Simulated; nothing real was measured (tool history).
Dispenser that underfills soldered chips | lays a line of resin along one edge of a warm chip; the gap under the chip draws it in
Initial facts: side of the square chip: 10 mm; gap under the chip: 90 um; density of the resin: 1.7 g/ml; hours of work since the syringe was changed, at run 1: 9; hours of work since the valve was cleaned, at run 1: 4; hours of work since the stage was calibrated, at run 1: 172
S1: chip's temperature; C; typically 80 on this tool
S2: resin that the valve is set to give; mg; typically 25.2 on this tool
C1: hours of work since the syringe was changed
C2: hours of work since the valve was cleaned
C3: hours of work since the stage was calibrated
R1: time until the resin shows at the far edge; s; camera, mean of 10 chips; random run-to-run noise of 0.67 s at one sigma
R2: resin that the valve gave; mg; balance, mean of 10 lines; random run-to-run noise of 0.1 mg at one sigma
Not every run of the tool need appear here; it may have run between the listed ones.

| run | hour | S1 | S2 | C1 | C2 | C3 | R1 | R2 |
|---|---|---|---|---|---|---|---|---|
| 1 | 0.0 | 80 | 25.2 | 9 | 4 | 172 | 132.8 | 25.16 |
|  | 1.4 | new syringe of resin |
| 2 | 11.0 | 80 | 25.2 | 7 | 12 | 180 | 107.7 | 25.10 |
|  | 15.2 | new syringe of resin |
| 3 | 22.0 | 80 | 25.2 | 5 | 20 | 187 | 91.1 | 24.89 |
|  | 29.4 | new syringe of resin |
| 4 | 30.0 | 80 | 25.2 | 0 | 26 | 193 | 60.0 | 24.88 |
| 5 | 41.1 | 71 | 25.2 | 9 | 34 | 201 | 182.0 | 24.75 |
|  | 43.0 | new syringe of resin |
| 6 | 52.6 | 80 | 25.2 | 7 | 42 | 210 | 109.4 | 24.78 |
|  | 57.4 | new syringe of resin |
| 7 | 60.6 | 80 | 31.5 | 2 | 48 | 215 | 69.4 | 30.90 |
|  | 71.0 | new syringe of resin |
| 8 | 74.5 | 83 | 23.4 | 3 | 58 | 225 | 64.8 | 22.71 |
|  | 85.4 | new syringe of resin |
| 9 | 86.8 | 72 | 23.1 | 1 | 67 | 234 | 85.6 | 22.36 |
| 10 | 97.2 | 86 | 29.5 | 9 | 75 | 242 | 95.1 | 28.24 |
|  | 99.4 | new syringe of resin |
| 11 | 111.0 | 86 | 29.5 | 9 | 85 | 252 | 94.7 | 28.45 |
|  | 113.3 | new syringe of resin |
|  | 116.2 | dispensing valve cleaned and set on the balance |
| 12 | 119.5 | 72 | 25.7 | 4 | 2 | 257 | 109.0 | 25.67 |
|  | 127.8 | new syringe of resin |
| 13 | 131.4 | 80 | 29.6 | 3 | 11 | 266 | 69.4 | 29.24 |

Forecast each of these 4 alternatives for the next run:
| A | 138.7 | 88 | 24.3 | 8 | 16 | 271 | ? | ? |
| B | 138.7 | 75 | 27.2 | 8 | 16 | 271 | ? | ? |
| C | 138.7 | 86 | 25.2 | 8 | 16 | 271 | ? | ? |
| D | 138.7 | 80 | 29.7 | 8 | 16 | 271 | ? | ? |

| run | R1 | R2 |
|---|---|---|
| A | 85.1 | 24.06 |
| B | 137.6 | 27.21 |
| C | 90.4 | 25.11 |
| D | 111.6 | 29.36 |
Had the tool no hidden state, the same runs would have come out as:
| run | R1 | R2 |
|---|---|---|
| A | 44.1 | 24.25 |
| B | 71.7 | 27.44 |
| C | 46.6 | 25.32 |
| D | 57.9 | 29.60 |

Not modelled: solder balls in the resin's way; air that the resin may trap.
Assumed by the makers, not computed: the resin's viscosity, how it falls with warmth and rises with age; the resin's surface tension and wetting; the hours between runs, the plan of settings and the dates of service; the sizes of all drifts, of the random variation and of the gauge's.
